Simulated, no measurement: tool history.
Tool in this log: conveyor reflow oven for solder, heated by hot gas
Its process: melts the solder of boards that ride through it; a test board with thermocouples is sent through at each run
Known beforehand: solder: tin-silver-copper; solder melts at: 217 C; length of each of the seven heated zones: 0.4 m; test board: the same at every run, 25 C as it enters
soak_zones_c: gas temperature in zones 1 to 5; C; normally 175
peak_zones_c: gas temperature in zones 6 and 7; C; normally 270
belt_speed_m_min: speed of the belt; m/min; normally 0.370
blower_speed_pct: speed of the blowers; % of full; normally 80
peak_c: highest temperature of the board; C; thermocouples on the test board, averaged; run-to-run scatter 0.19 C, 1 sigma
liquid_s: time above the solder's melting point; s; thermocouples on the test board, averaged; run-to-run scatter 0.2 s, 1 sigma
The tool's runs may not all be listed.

run  hour  soak_zones_c  peak_zones_c  belt_speed_m_min  blower_speed_pct  peak_c  liquid_s
  1   0.0           175           270             0.370                80   257.2     103.9
  2  14.8           175           262             0.370                80   249.4      96.6
  3  24.1           175           270             0.370                79   256.8     103.6
  4  34.9           175           265             0.370                79   252.3      99.2
  5  42.9           175           270             0.370                80   257.1     103.5
  6  58.8           173           277             0.434                80   257.9      86.5
  7  68.5           173           284             0.380                80   268.2     109.5
  8  81.9           173           279             0.430                59   251.8      79.1

Forecast run 9:
  9  94.0           188           265             0.358                69       ?         ?

Run 9 gave peak_c 252.7 C, liquid_s 111.3 s.
Were there no unlogged condition in the tool, this run, its random variation unchanged, would have produced peak_c 255.0 C, liquid_s 114.5 s.

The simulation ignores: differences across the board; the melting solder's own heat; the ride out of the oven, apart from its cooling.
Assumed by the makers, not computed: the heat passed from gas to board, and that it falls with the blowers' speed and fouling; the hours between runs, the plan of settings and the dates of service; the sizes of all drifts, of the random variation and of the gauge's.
